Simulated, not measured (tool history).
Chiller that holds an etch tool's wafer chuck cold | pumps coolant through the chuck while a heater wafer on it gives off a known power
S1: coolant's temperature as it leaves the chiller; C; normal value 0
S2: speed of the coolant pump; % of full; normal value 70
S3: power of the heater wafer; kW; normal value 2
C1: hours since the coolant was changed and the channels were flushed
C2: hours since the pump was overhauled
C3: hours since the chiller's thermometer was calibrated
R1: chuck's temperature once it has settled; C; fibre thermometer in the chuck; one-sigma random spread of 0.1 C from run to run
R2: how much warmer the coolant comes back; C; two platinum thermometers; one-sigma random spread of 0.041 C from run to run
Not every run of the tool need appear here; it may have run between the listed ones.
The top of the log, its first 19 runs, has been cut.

| run | hour | S1 | S2 | S3 | C1 | C2 | C3 | R1 | R2 |
|---|---|---|---|---|---|---|---|---|---|
|  | 1904.1 | chiller's thermometer calibrated, once more |
| 20 | 1904.1 | 0 | 79 | 2 | 1393 | 3900 | 0 | 17.1 | 9.05 |
| 21 | 1959.8 | -5 | 79 | 2 | 1449 | 3956 | 56 | 12.1 | 9.09 |
| 22 | 2067.1 | -5 | 79 | 2 | 1556 | 4063 | 163 | 12.2 | 9.08 |
| 23 | 2188.8 | 0 | 78 | 2 | 1678 | 4185 | 285 | 17.4 | 9.22 |
| 24 | 2311.2 | 0 | 70 | 1.222 | 1800 | 4307 | 407 | 11.5 | 6.29 |
| 25 | 2411.6 | 6 | 80 | 2.414 | 1900 | 4408 | 508 | 26.6 | 10.85 |
| 26 | 2499.1 | 9 | 98 | 2.045 | 1988 | 4495 | 595 | 23.9 | 7.56 |
| 27 | 2590.9 | 4 | 93 | 2.178 | 2080 | 4587 | 687 | 20.5 | 8.55 |
| 28 | 2688.9 | -6 | 86 | 2.589 | 2178 | 4685 | 785 | 15.1 | 10.84 |
| 29 | 2818.2 | 6 | 90 | 2 | 2307 | 4814 | 914 | 21.6 | 8.15 |
| 30 | 2890.4 | 9 | 63 | 2 | 2379 | 4886 | 986 | 29.5 | 11.47 |
| 31 | 2950.4 | -2 | 70 | 2 | 2439 | 4946 | 1046 | 17 | 10.43 |

3 options for the next run, each taken on its own from the tool as it stands now. Forecast them:
| A | 3048.6 | 7 | 70 | 2 | 2538 | 5045 | 1145 | ? | ? |
| B | 3048.6 | 1 | 90 | 1.5 | 2538 | 5045 | 1145 | ? | ? |
| C | 3048.6 | -3 | 63 | 2 | 2538 | 5045 | 1145 | ? | ? |

| run | R1 | R2 |
|---|---|---|
| A | 26.3 | 10.34 |
| B | 12.9 | 6.14 |
| C | 17.8 | 11.54 |
The same runs, with their run-to-run variation unchanged, on a tool lacking any hidden condition would have given:
| run | R1 | R2 |
|---|---|---|
| A | 24.2 | 9.36 |
| B | 11.7 | 5.56 |
| C | 15.6 | 10.45 |
